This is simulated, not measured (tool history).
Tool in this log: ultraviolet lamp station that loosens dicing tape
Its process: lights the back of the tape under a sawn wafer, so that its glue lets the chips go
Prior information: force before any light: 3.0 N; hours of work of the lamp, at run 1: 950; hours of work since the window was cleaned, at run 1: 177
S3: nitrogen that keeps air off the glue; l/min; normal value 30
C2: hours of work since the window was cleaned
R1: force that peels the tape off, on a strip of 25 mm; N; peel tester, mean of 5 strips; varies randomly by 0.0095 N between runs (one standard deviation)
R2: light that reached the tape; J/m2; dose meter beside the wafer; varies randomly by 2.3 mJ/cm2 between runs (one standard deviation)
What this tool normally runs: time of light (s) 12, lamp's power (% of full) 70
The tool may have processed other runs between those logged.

{"run": 1, "hour": 0.0, "time of light (s)": 12, "lamp's power (% of full)": 70, "S3": 30, "hours of work of the lamp": 950, "C2": 177, "R1": 0.521, "R2": 1950}
{"run": 2, "hour": 59.1, "time of light (s)": 12, "lamp's power (% of full)": 70, "S3": 30, "hours of work of the lamp": 996, "C2": 222, "R1": 0.54, "R2": 1950}
{"run": 3, "hour": 95.0, "time of light (s)": 12, "lamp's power (% of full)": 70, "S3": 30, "hours of work of the lamp": 1024, "C2": 250, "R1": 0.549, "R2": 1940}
{"run": 4, "hour": 164.1, "time of light (s)": 13, "lamp's power (% of full)": 70, "S3": 30, "hours of work of the lamp": 1077, "C2": 303, "R1": 0.49, "R2": 2050}
{"run": 5, "hour": 208.3, "time of light (s)": 12, "lamp's power (% of full)": 70, "S3": 45, "hours of work of the lamp": 1111, "C2": 337, "R1": 0.47, "R2": 1880}
{"run": 6, "hour": 255.2, "time of light (s)": 12, "lamp's power (% of full)": 70, "S3": 45, "hours of work of the lamp": 1147, "C2": 374, "R1": 0.513, "R2": 1870}
{"run": 7, "hour": 312.8, "time of light (s)": 12, "lamp's power (% of full)": 70, "S3": 45, "hours of work of the lamp": 1192, "C2": 418, "R1": 0.506, "R2": 1860}
{"hour": 358.8, "done": "window cleaned of glue's vapour"}
{"run": 8, "hour": 358.8, "time of light (s)": 12, "lamp's power (% of full)": 70, "S3": 45, "hours of work of the lamp": 1227, "C2": 0, "R1": 0.528, "R2": 1770}
{"run": 9, "hour": 402.8, "time of light (s)": 12, "lamp's power (% of full)": 70, "S3": 45, "hours of work of the lamp": 1261, "C2": 34, "R1": 0.546, "R2": 1750}
{"run": 10, "hour": 436.3, "time of light (s)": 12, "lamp's power (% of full)": 86, "S3": 27, "hours of work of the lamp": 1287, "C2": 60, "R1": 0.481, "R2": 2130}
{"run": 11, "hour": 484.6, "time of light (s)": 12, "lamp's power (% of full)": 86, "S3": 27, "hours of work of the lamp": 1324, "C2": 97, "R1": 0.475, "R2": 2120}
{"run": 12, "hour": 558.1, "time of light (s)": 19, "lamp's power (% of full)": 94, "S3": 30, "hours of work of the lamp": 1381, "C2": 154, "R1": 0.163, "R2": 3530}
{"run": 13, "hour": 598.3, "time of light (s)": 19, "lamp's power (% of full)": 85, "S3": 30, "hours of work of the lamp": 1412, "C2": 185, "R1": 0.201, "R2": 3180}
{"run": 14, "hour": 644.4, "time of light (s)": 19, "lamp's power (% of full)": 85, "S3": 30, "hours of work of the lamp": 1447, "C2": 220, "R1": 0.207, "R2": 3220}
{"hour": 692.6, "done": "window cleaned of glue's vapour, once more"}
{"run": 15, "hour": 723.5, "time of light (s)": 20, "lamp's power (% of full)": 64, "S3": 30, "hours of work of the lamp": 1508, "C2": 24, "R1": 0.285, "R2": 2780}
{"run": 16, "hour": 766.2, "time of light (s)": 21, "lamp's power (% of full)": 62, "S3": 42, "hours of work of the lamp": 1541, "C2": 57, "R1": 0.216, "R2": 2800}
{"run": 17, "hour": 827.4, "time of light (s)": 7, "lamp's power (% of full)": 70, "S3": 29, "hours of work of the lamp": 1588, "C2": 104, "R1": 1.175, "R2": 1060}

For some of the steps in R1 from one run to the next: how much would appear even if the tool had no hidden state, given the settings, what came in and random variation, and how much remains for the hidden state plus any gauge scatter that the measured result and the result without hidden state don't share?
Unlogged tool condition in this case: lamp's light, % of a new lamp's; light that the window lets through, % of a clean one's; drift of the gauge itself on peel_n, %; drift of the gauge itself on dose_mj_cm2, %.
Run 16 -> 17: time of light (s) 21 -> 7, lamp's power (% of full) 62 -> 70, S3 42 -> 29. R1 +0.959 N: hidden state +0.184, all else +0.775.
